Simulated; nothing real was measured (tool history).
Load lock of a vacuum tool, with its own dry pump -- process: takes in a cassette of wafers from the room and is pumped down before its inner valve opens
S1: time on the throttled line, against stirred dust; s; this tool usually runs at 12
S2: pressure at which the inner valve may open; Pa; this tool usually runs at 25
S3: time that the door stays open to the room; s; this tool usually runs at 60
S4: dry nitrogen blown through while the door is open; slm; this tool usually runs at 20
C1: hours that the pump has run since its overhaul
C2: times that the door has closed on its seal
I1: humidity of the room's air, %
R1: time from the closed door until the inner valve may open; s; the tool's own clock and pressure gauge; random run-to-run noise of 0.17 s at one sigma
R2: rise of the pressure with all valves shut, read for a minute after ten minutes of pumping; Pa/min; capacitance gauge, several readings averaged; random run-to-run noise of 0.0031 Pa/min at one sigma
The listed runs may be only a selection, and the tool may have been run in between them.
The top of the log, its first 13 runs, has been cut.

run 14 hour=1076.5 | S1=12 S2=25 S3=96 S4=20 | C1=2118 C2=43609 | I1=44.2 | R1=25.3 R2=0.118
run 15 hour=1165.4 | S1=12 S2=25 S3=96 S4=20 | C1=2206 C2=43903 | I1=48.1 | R1=25.4 R2=0.125
run 16 hour=1262.8 | S1=12 S2=25 S3=96 S4=20 | C1=2304 C2=44226 | I1=46.0 | R1=25.6 R2=0.120
run 17 hour=1322.4 | S1=12 S2=25 S3=96 S4=20 | C1=2363 C2=44423 | I1=43.2 | R1=25.7 R2=0.116
run 18 hour=1393.1 | S1=10 S2=31 S3=158 S4=5 | C1=2434 C2=44657 | I1=46.4 | R1=23.7 R2=0.222
run 19 hour=1491.6 | S1=16 S2=29 S3=60 S4=20 | C1=2533 C2=44983 | I1=44.4 | R1=28.2 R2=0.085
run 20 hour=1583.5 | S1=18 S2=33 S3=95 S4=20 | C1=2625 C2=45287 | I1=46.1 | R1=29.4 R2=0.117
run 21 hour=1676.3 | S1=11 S2=25 S3=60 S4=20 | C1=2717 C2=45595 | I1=46.3 | R1=24.9 R2=0.093
run 22 hour=1753.8 | S1=11 S2=25 S3=216 S4=20 | C1=2795 C2=45851 | I1=46.2 | R1=24.6 R2=0.208
run 23 hour=1851.8 | S1=11 S2=25 S3=52 S4=34 | C1=2893 C2=46176 | I1=42.4 | R1=24.9 R2=0.066
run 24 hour=1938.3 | S1=11 S2=25 S3=52 S4=34 | C1=2979 C2=46463 | I1=46.3 | R1=24.7 R2=0.067
-- hour=1978.7 door's seal changed, seat wiped
run 25 hour=1999.6 | S1=11 S2=25 S3=52 S4=34 | C1=3039 C2=69 | I1=45.7 | R1=24.8 R2=0.065
run 26 hour=2047.8 | S1=11 S2=25 S3=52 S4=34 | C1=3087 C2=229 | I1=45.2 | R1=25.1 R2=0.069
run 27 hour=2158.4 | S1=24 S2=25 S3=96 S4=20 | C1=3198 C2=595 | I1=45.9 | R1=34.1 R2=0.116
run 28 hour=2215.0 | S1=24 S2=25 S3=96 S4=20 | C1=3255 C2=783 | I1=46.0 | R1=34.1 R2=0.124
run 29 hour=2288.3 | S1=10 S2=39 S3=116 S4=5 | C1=3328 C2=1025 | I1=47.0 | R1=23.1 R2=0.178
run 30 hour=2387.3 | S1=12 S2=22 S3=60 S4=32 | C1=3427 C2=1353 | I1=46.2 | R1=25.8 R2=0.073
run 31 hour=2490.9 | S1=12 S2=22 S3=60 S4=32 | C1=3530 C2=1696 | I1=45.3 | R1=25.6 R2=0.069
run 32 hour=2562.0 | S1=12 S2=22 S3=60 S4=32 | C1=3602 C2=1932 | I1=45.4 | R1=25.9 R2=0.077
run 33 hour=2676.5 | S1=14 S2=25 S3=73 S4=20 | C1=3716 C2=2311 | I1=41.5 | R1=26.9 R2=0.092

Predict each of these 3 candidate next runs independently; none follows another, all start after run 33:
run A hour=2755.3 | S1=14 S2=25 S3=128 S4=37 | C1=3795 C2=2572 | I1=46.8 | R1=? R2=?
run B hour=2755.3 | S1=12 S2=25 S3=64 S4=20 | C1=3795 C2=2572 | I1=41.3 | R1=? R2=?
run C hour=2755.3 | S1=17 S2=35 S3=105 S4=20 | C1=3795 C2=2572 | I1=47.1 | R1=? R2=?

run=A R1=27.2 R2=0.118
run=B R1=25.5 R2=0.084
run=C R1=28.2 R2=0.128
The same runs, with their run-to-run variation unchanged, on a tool lacking any hidden condition would have given:
run=A R1=27.2 R2=0.118
run=B R1=25.5 R2=0.084
run=C R1=28.2 R2=0.128
